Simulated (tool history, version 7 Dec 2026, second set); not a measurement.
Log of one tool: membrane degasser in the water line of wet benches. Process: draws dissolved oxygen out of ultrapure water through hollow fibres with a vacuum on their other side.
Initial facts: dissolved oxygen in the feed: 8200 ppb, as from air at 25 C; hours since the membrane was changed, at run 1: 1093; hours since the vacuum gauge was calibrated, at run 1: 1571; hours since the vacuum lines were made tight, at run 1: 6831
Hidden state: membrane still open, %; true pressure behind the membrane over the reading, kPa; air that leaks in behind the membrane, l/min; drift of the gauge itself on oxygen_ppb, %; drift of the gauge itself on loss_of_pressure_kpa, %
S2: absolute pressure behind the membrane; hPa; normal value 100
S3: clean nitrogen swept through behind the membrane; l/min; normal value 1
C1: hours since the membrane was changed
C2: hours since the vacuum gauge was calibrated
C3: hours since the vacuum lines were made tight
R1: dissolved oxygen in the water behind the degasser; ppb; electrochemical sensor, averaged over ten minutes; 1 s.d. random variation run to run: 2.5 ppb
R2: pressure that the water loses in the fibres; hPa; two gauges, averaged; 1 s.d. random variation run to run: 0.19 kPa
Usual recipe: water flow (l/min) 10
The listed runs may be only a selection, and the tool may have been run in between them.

run 1 day=0 | water_flow_(l/min)=10 S2=100 S3=1 | C1=1093 C2=1571 C3=6831 | R1=259.7 R2=437.3
run 2 day=9.117 | water_flow_(l/min)=10 S2=100 S3=1 | C1=1312 C2=1790 C3=7050 | R1=262.9 R2=439.3
run 3 day=16.912 | water_flow_(l/min)=10 S2=100 S3=0.46 | C1=1499 C2=1977 C3=7237 | R1=415.4 R2=434.9
run 4 day=23.583 | water_flow_(l/min)=10 S2=100 S3=0.46 | C1=1659 C2=2137 C3=7397 | R1=420.2 R2=438.2
run 5 day=32.3 | water_flow_(l/min)=10 S2=100 S3=1.03 | C1=1868 C2=2346 C3=7606 | R1=258.9 R2=435
run 6 day=44.058 | water_flow_(l/min)=10 S2=100 S3=1.03 | C1=2150 C2=2628 C3=7889 | R1=256.5 R2=434.5
run 7 day=50.783 | water_flow_(l/min)=10 S2=100 S3=1.03 | C1=2311 C2=2790 C3=8050 | R1=257.3 R2=435.9
run 8 day=60.829 | water_flow_(l/min)=10 S2=100 S3=1.03 | C1=2553 C2=3031 C3=8291 | R1=254.1 R2=438.5
run 9 day=75.242 | water_flow_(l/min)=13 S2=100 S3=1 | C1=2899 C2=3377 C3=8637 | R1=405.6 R2=569.7
run 10 day=89.475 | water_flow_(l/min)=13 S2=100 S3=1 | C1=3240 C2=3718 C3=8979 | R1=407.3 R2=572.4
run 11 day=95.704 | water_flow_(l/min)=10 S2=100 S3=1 | C1=3390 C2=3868 C3=9128 | R1=260.9 R2=437.5
run 12 day=105.917 | water_flow_(l/min)=10 S2=100 S3=1 | C1=3635 C2=4113 C3=9373 | R1=259.9 R2=442.3
run 13 day=115.133 | water_flow_(l/min)=10 S2=100 S3=1 | C1=3856 C2=4334 C3=9594 | R1=265.7 R2=439.5
-- day=127.642 vacuum gauge calibrated
run 14 day=128.046 | water_flow_(l/min)=10 S2=249 S3=1 | C1=4165 C2=10 C3=9904 | R1=580 R2=437.9
run 15 day=137.046 | water_flow_(l/min)=10 S2=249 S3=1 | C1=4381 C2=226 C3=10120 | R1=581 R2=439.9
run 16 day=149.362 | water_flow_(l/min)=10 S2=249 S3=1 | C1=4677 C2=521 C3=10415 | R1=579.6 R2=441.3
run 17 day=159.358 | water_flow_(l/min)=7 S2=100 S3=1 | C1=4917 C2=761 C3=10655 | R1=146.8 R2=311.1
run 18 day=173.55 | water_flow_(l/min)=10 S2=63 S3=0.7 | C1=5257 C2=1102 C3=10996 | R1=203.7 R2=441.7
run 19 day=183.792 | water_flow_(l/min)=10 S2=77 S3=1 | C1=5503 C2=1348 C3=11242 | R1=211.2 R2=442.4
run 20 day=197.462 | water_flow_(l/min)=10 S2=77 S3=1 | C1=5831 C2=1676 C3=11570 | R1=209.8 R2=444.4
run 21 day=207.742 | water_flow_(l/min)=6 S2=83 S3=2.26 | C1=6078 C2=1922 C3=11816 | R1=50.5 R2=263.3
run 22 day=221.054 | water_flow_(l/min)=14 S2=100 S3=1.48 | C1=6398 C2=2242 C3=12136 | R1=398 R2=622.9
run 23 day=235.329 | water_flow_(l/min)=8 S2=67 S3=1 | C1=6740 C2=2584 C3=12478 | R1=117 R2=356.2
run 24 day=243.125 | water_flow_(l/min)=8 S2=67 S3=1 | C1=6927 C2=2772 C3=12666 | R1=118.3 R2=356.7
run 25 day=257.488 | water_flow_(l/min)=8 S2=67 S3=1 | C1=7272 C2=3116 C3=13010 | R1=116.5 R2=353.5
run 26 day=270.6 | water_flow_(l/min)=11 S2=186 S3=2.35 | C1=7587 C2=3431 C3=13325 | R1=309.8 R2=491
-- day=281.096 seals of the vacuum lines changed
run 27 day=281.096 | water_flow_(l/min)=11 S2=186 S3=2.35 | C1=7836 C2=3681 C3=0 | R1=310.5 R2=492.5
-- day=281.942 gauge calibrated
run 28 day=289.412 | water_flow_(l/min)=11 S2=131 S3=1.16 | C1=8036 C2=3881 C3=200 | R1=352.3 R2=478.9

Predict the results of run 29:
run 29 day=302.804 | water_flow_(l/min)=10 S2=224 S3=0.51 | C1=8358 C2=4202 C3=521 | R1=? R2=?

Run 29 came out at R1 858.2 ppb, R2 437.5 hPa.
With the hidden condition absent and the run-to-run variation left alone, this run would have shown R1 857.7 ppb, R2 436.3 hPa.

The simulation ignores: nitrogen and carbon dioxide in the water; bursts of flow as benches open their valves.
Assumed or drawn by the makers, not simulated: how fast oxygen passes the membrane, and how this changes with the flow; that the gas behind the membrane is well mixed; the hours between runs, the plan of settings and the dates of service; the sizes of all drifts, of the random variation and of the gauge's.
